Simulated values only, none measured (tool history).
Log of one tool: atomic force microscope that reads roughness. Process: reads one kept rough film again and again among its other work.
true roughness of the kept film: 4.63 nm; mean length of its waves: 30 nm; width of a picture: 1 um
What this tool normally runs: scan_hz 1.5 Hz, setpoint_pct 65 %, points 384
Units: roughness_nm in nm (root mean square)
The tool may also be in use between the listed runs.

run,day,scan_hz,setpoint_pct,points,roughness_nm
1,0,1.5,65,384,3.987
2,1.025,1.5,65,384,3.543
# day 2.988: new tip fitted
3,3.188,1.5,65,384,3.909
4,5.358,1.5,65,384,3.107
# day 5.95: new tip fitted
5,6.35,1.5,65,384,3.785
6,7.867,1.5,65,384,3.275
# day 8.929: new tip fitted
7,9.579,1.5,65,390,3.678
# day 11.888: new tip fitted
8,11.888,1.5,65,390,3.983
9,13.658,1.5,65,390,3.265
# day 14.788: new tip fitted
10,15.375,1.5,65,384,3.746
11,16.654,0.71,78,384,3.341
# day 17.688: new tip fitted
12,18.1,3.73,78,384,3.248
13,19.25,0.53,80,878,3.371
# day 20.629: new tip fitted
14,21.488,2.05,86,852,3.236
15,23.35,2.05,86,852,2.691
# day 23.529: new tip fitted
16,24.946,2.05,86,852,3.047
# day 26.412: new tip fitted
17,27.192,2.05,86,852,3.212
18,28.196,1.5,63,392,3.238

What will run 19 give?
# day 29.4: new tip fitted
19,29.488,2.56,65,673,?

Run 19 measured roughness_nm 3.917 nm (root mean square).
With no hidden state in the tool, this same run would have given roughness_nm 3.942 nm (root mean square).

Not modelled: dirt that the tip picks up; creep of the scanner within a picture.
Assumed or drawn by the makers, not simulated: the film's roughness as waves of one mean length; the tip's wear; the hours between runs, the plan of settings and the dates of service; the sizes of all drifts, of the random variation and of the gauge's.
